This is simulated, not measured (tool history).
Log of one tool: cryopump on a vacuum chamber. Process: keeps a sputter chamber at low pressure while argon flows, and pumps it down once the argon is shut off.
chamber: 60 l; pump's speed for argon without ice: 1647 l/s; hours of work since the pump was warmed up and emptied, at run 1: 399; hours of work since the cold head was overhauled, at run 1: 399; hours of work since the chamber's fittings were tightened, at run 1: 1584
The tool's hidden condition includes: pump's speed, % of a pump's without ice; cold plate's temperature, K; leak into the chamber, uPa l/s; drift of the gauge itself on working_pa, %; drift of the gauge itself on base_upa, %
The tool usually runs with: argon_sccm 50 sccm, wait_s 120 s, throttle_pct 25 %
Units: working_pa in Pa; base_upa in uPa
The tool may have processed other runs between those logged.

run   hour  argon_sccm  wait_s  throttle_pct  hours of work since the pump was warmed up and emptied  hours of work since the cold head was overhauled  hours of work since the chamber's fittings were tightened  working_pa  base_upa
  1      0          50     120            25                                                     399                                               399                                                       1584      0.2158      1.47
  2   28.9          50      33            25                                                     411                                               411                                                       1596      0.2161      3.41
  3   53.6          50      33            25                                                     422                                               422                                                       1607      0.2168      3.48
  4   78.4          74     120            25                                                     433                                               433                                                       1618      0.3208      1.56
  5  102.9          50     120            49                                                     443                                               443                                                       1628      0.1173      1.57
  6  120.9          50     120            49                                                     451                                               451                                                       1636      0.1167      1.55
  7  139.1          50     120            25                                                     459                                               459                                                       1644      0.2186      1.53
  8  159.2          50      32            25                                                     468                                               468                                                       1653      0.2192      3.48
  9    176          50      32            54                                                     475                                               475                                                       1660      0.1087      3.53
 10  202.5          24     120            25                                                     486                                               486                                                       1671      0.1044      1.62
 11  224.4          24     120            25                                                     496                                               496                                                       1681      0.1058       1.6
 12  248.4          24     120            25                                                     506                                               506                                                       1691      0.1054      1.56
 13  274.7          23     120            25                                                     517                                               517                                                       1703      0.1024      1.65
 14  302.1          23     120            25                                                     529                                               529                                                       1715      0.1012      1.64
 15  318.1          50      27            25                                                     536                                               536                                                       1721      0.2196      4.24
 16  342.3          50     120            25                                                     547                                               547                                                       1732      0.2218      1.68
 17  360.2          45     120            25                                                     554                                               554                                                       1740      0.2004      1.61
 18  376.9          66     240            28                                                     562                                               562                                                       1747      0.2636      1.31
 19  402.3          43     109            25                                                     573                                               573                                                       1758      0.1916      1.69
 20  414.7          20     120            25                                                     578                                               578                                                       1763      0.0898      1.67
 21  432.1          20     120            25                                                     586                                               586                                                       1771      0.0886      1.69
 22  444.7          28     120            43                                                     591                                               591                                                       1776      0.0766      1.68
 23  470.7          44      22            28                                                     602                                               602                                                       1787      0.1777      4.84
 24  495.8          44      23            35                                                     613                                               613                                                       1798      0.1449      4.83
 25  521.7          51      23            54                                                     624                                               624                                                       1810      0.1156      4.86
 26  547.1          49      20            27                                                     635                                               635                                                       1821      0.2053      5.29
 27  569.8          58     103            32                                                     645                                               645                                                       1830      0.2092      1.88
 28  596.1          58     103            32                                                     656                                               656                                                       1842      0.2075      1.81
 29  621.9          46     103            32                                                     668                                               668                                                       1853      0.1666      1.82
 30    635          41     196            15                                                     673                                               673                                                       1859      0.2969      1.53
 31  650.5          53     120            25                                                     680                                               680                                                       1865      0.2386      1.74
 32  665.3          53     120            25                                                     686                                               686                                                       1872      0.2385      1.73
 33  689.3          28      31            19                                                     697                                               697                                                       1882      0.1639      3.82
 34  713.6          33     216            25                                                     707                                               707                                                       1893      0.1491      1.52

Pick out some run-to-run changes in working_pa. Of each, how much would a tool without hidden state show as well, from the settings, what came in and chance, and how much is left for the hidden state and any gauge scatter not in both results compared?
Run 4 -> 5: argon_sccm 74 -> 50, throttle_pct 25 -> 49. working_pa -0.2035 Pa: hidden state -0.0052, all else -0.1983.
Run 14 -> 15: argon_sccm 23 -> 50, wait_s 120 -> 27. working_pa +0.1184 Pa: hidden state +0.0082, all else +0.1102.
Run 19 -> 20: argon_sccm 43 -> 20, wait_s 109 -> 120. working_pa -0.1018 Pa: hidden state -0.0077, all else -0.0941.
Run 29 -> 30: argon_sccm 46 -> 41, wait_s 103 -> 196, throttle_pct 32 -> 15. working_pa +0.1303 Pa: hidden state -0.002, all else +0.1323.
Run 32 -> 33: argon_sccm 53 -> 28, wait_s 120 -> 31, throttle_pct 25 -> 19. working_pa -0.0746 Pa: hidden state -0.0103, all else -0.0643.
